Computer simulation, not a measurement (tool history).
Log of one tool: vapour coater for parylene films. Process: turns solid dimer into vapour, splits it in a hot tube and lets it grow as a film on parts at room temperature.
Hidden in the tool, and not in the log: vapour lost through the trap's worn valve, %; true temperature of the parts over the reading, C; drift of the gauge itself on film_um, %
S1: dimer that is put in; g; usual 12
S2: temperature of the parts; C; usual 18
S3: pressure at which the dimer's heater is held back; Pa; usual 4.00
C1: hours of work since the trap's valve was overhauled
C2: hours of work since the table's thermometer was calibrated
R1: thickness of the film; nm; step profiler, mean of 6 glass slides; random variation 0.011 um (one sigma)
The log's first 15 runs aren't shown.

run,hour,S1,S2,S3,C1,C2,R1
16,276.6,14,10,3.45,353,497,7860
17,295.5,14,10,3.45,361,504,7850
18,321.5,8,18,4.00,371,515,3030
19,339.4,8,18,4.00,379,522,3020
20,353.4,12,19,4.00,384,528,4320
21,366.5,12,19,4.00,390,534,4310
22,378.5,12,19,4.00,395,539,4330
23,395.6,12,19,4.00,402,546,4330
# hour 411.9: trap's valve overhauled
24,415.1,12,19,4.00,1,552,4330
25,431.0,12,19,4.00,8,559,4340
26,449.2,12,21,3.96,15,566,3940
27,462.0,12,21,5.68,21,572,3810
28,485.4,11,18,2.97,30,581,4300
29,503.1,10,18,8.07,38,588,3540
30,519.3,19,18,7.81,44,595,6780
# hour 543.3: gauge calibrated
31,545.3,5,18,8.21,55,606,1730
32,569.1,12,21,6.16,65,616,3730
33,594.4,8,15,6.84,75,626,3270
34,620.0,8,15,6.84,86,637,3300
35,635.9,8,15,6.84,93,643,3280
36,648.8,8,19,10.00,98,649,2630
37,671.6,8,19,10.00,107,658,2620
38,683.9,8,16,8.35,112,663,3070
39,699.6,8,16,8.35,119,670,3070

Forecast run 40:
40,720.7,8,16,8.35,128,678,?

Run 40 gave R1 3080 nm.
Without the tool's hidden state the same run would have given R1 3070 nm.
